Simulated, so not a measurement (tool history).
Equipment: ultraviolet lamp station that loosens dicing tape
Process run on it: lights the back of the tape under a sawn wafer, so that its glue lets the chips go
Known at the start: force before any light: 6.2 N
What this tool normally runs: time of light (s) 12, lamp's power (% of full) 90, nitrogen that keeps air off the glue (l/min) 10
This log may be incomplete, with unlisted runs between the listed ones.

run     day  time of light (s)  lamp's power (% of full)  nitrogen that keeps air off the glue (l/min)  force that peels the tape off (N)  light that reached the tape (mJ/cm²)
  1       0                 12                        90                                            10                              0.473                                   274
  2   1.404                 12                        90                                            10                              0.508                                   268
  3    3.15                 12                        90                                            10                              0.551                                   263
  4   5.488                 12                        90                                            10                              0.579                                   253
  5   6.667                 12                        90                                            16                               0.42                                   249
  6   8.908                  7                        90                                            10                              1.554                                   137
  7   11.25                 12                        79                                            10                              0.865                                   201
  8  13.392                 12                        79                                            10                              0.957                                   195
  9  15.079                 16                        90                                            10                              0.447                                   291
     15.312  -- window cleaned of glue's vapour
 10  16.712                 16                        90                                            11                              0.562                                   249
 11  19.033                 12                        90                                            10                              1.093                                   180
 12  20.225                 12                        90                                            10                              1.173                                   169
 13  21.304                 12                        90                                            10                              1.203                                   169
 14    22.4                 17                        90                                            10                              0.661                                   234
 15  24.888                 17                        90                                            10                              0.759                                   216
 16  26.354                 12                        90                                            10                              1.446                                   152
     27.538  -- window cleaned of glue's vapour, once more
 17  28.733                 12                        90                                            10                              0.598                                   250
 18  29.946                 12                        90                                            10                              0.604                                   241
 19  31.496                 10                        90                                            10                              0.917                                   199
 20  33.242                 10                        90                                            10                              0.959                                   191
 21  35.171                 12                        90                                            10                              0.722                                   223
 22  37.783                  6                        68                                            10                               2.76                                    81
 23  39.921                 15                        75                                            10                              0.765                                   210
 24  41.612                 15                        75                                            10                              0.814                                   208
 25  42.854                 12                        79                                            16                              0.835                                   174
     44.042  -- window cleaned of glue's vapour
 26  44.208                 23                        87                                             9                              0.215                                   424
 27    45.6                  6                        90                                            10                              1.993                                   113
 28  47.546                  6                        90                                            10                              2.082                                   112
 29  49.188                 14                        70                                            13                              0.792                                   193
 30  50.742                 14                        70                                            13                               0.84                                   189
 31  52.133                 15                        92                                            16                              0.386                                   264
 32  53.588                 15                        92                                            16                                0.4                                   256
 33  56.025                 15                        79                                             5                              1.349                                   211
 34  57.971                  7                        62                                             5                              3.622                                    74
 35  59.921                  8                        80                                            10                              2.175                                   106
     60.329  -- lamp changed
     60.571  -- window cleaned of glue's vapour
 36  61.121                  8                        80                                            10                               0.95                                   197
 37  62.262                  8                        67                                             3                              2.352                                   157
 38      64                  8                        67                                             3                               2.45                                   159
 39  66.342                 11                        70                                             3                              1.763                                   218
 40  68.417                 12                        90                                            12                              0.371                                   290
 41  69.625                 23                        74                                             7                              0.231                                   453
 42  71.471                 23                        74                                             7                              0.236                                   443

Same runs, no hidden state in the tool, same run-to-run variation:
What the log doesn't record here: lamp's light, % of a new lamp's; light that the window lets through, % of a clean one's; drift of the gauge itself on peel_n, %; drift of the gauge itself on dose_mj_cm2, %.
run  force that peels the tape off (N)  light that reached the tape (mJ/cm²)
  1                              0.306                                   338
  2                              0.314                                   337
  3                              0.324                                   340
  4                              0.317                                   339
  5                              0.223                                   340
  6                              0.913                                   195
  7                              0.408                                   296
  8                              0.421                                   297
  9                              0.192                                   457
 10                              0.169                                   457
 11                              0.299                                   344
 12                              0.317                                   336
 13                              0.316                                   341
 14                              0.164                                   483
 15                              0.173                                   474
 16                               0.32                                   339
 17                              0.308                                   343
 18                              0.301                                   337
 19                              0.453                                   284
 20                              0.453                                   282
 21                              0.305                                   339
 22                              1.739                                   129
 23                              0.279                                   350
 24                              0.279                                   351
 25                              0.279                                   300
 26                              0.138                                   625
 27                              1.169                                   170
 28                               1.18                                   172
 29                              0.313                                   307
 30                              0.314                                   308
 31                              0.162                                   437
 32                              0.162                                   435
 33                              0.481                                   373
 34                              2.298                                   137
 35                              0.894                                   202
 36                              0.901                                   203
 37                              2.251                                   165
 38                              2.291                                   170
 39                              1.541                                   242
 40                              0.283                                   333
 41                              0.181                                   528
 42                              0.173                                   532

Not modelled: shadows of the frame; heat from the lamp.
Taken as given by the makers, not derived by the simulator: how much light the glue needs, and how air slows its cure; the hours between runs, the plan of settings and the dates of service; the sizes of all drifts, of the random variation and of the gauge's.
